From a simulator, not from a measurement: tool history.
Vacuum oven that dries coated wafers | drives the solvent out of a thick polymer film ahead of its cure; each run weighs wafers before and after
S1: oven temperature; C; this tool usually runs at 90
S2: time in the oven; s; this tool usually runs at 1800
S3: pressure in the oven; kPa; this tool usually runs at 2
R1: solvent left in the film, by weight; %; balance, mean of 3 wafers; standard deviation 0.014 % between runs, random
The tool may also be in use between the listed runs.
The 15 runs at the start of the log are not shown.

run 16 hour=132.7 | S1=91 S2=1800 S3=2 | R1=1.62
run 17 hour=145 | S1=80 S2=1800 S3=1.02 | R1=3.98
run 18 hour=155.5 | S1=98 S2=1200 S3=7.18 | R1=2.59
run 19 hour=167.6 | S1=75 S2=2820 S3=2.72 | R1=3.61
run 20 hour=179.4 | S1=100 S2=1680 S3=2 | R1=0.68
run 21 hour=188.3 | S1=100 S2=1680 S3=2 | R1=0.67
run 22 hour=199.4 | S1=79 S2=2640 S3=2 | R1=2.64
run 23 hour=210.3 | S1=98 S2=1500 S3=3.05 | R1=1.27
run 24 hour=216.5 | S1=77 S2=2460 S3=2 | R1=3.45

What will run 25 give?
run 25 hour=227.7 | S1=77 S2=2460 S3=2 | R1=?

Run 25 measured R1 3.46 %.
With no hidden state in the tool, this same run would have given R1 3.41 %.
